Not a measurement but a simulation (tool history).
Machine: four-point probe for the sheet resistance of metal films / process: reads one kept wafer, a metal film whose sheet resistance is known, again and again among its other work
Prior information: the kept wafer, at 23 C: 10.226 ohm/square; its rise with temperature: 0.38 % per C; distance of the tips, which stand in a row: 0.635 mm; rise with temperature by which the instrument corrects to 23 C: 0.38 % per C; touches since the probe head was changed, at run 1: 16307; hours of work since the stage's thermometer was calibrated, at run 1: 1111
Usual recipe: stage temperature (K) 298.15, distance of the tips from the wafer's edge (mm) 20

run,hour,stage temperature (K),distance of the tips from the wafer's edge (mm),touches since the probe head was changed,hours of work since the stage's thermometer was calibrated,sheet resistance as the instrument gives it (ohm/square)
1,0,298.15,20,16307,1111,10.232939
2,25.4,298.15,20,16664,1127,10.233705
3,54.9,306.15,20,17079,1146,10.233361
4,81.1,306.15,20,17447,1163,10.234462
5,102,306.15,20,17741,1177,10.231858
6,132.9,306.15,20,18175,1197,10.234031
7,162.4,298.15,24,18590,1216,10.229427
8,191.8,298.15,20,19003,1235,10.232872
9,212.2,298.15,20,19289,1248,10.234598
10,246.7,298.15,20,19775,1271,10.231484
11,270.8,298.15,20,20114,1286,10.228637
12,300.9,298.15,20,20537,1306,10.236242
13,325.3,298.15,20,20880,1322,10.232224
14,351.4,308.15,12,21247,1338,10.245099
# hour 357.2: stage's thermometer calibrated
15,368.1,292.15,13,21474,7,10.238821
16,391.8,306.15,31,21808,22,10.232711
17,426.3,302.15,9,22292,45,10.258957
18,448.6,302.15,9,22606,59,10.25121
19,463.5,299.15,20,22815,69,10.230297
20,482.5,305.15,29,23082,81,10.229726
21,499.7,305.15,29,23325,92,10.229486
22,513.8,296.15,14,23522,102,10.237352
23,528.1,305.15,6,23723,111,10.292335
24,546.5,304.15,20,23982,123,10.233954
25,568.2,301.15,4,24287,137,10.365641
26,582.5,296.15,20,24488,146,10.228275

4 ways to go on from here, each from the tool as it stands after run 26. What would each give?
A,616.1,308.15,24,24961,168,?
B,616.1,306.15,20,24961,168,?
C,616.1,300.15,6,24961,168,?
D,616.1,298.15,4,24961,168,?

run,sheet resistance as the instrument gives it (ohm/square)
A,10.236807
B,10.235823
C,10.292414
D,10.365798
Had the tool no hidden state, the same runs would have come out as:
run,sheet resistance as the instrument gives it (ohm/square)
A,10.236919
B,10.235936
C,10.292527
D,10.365912
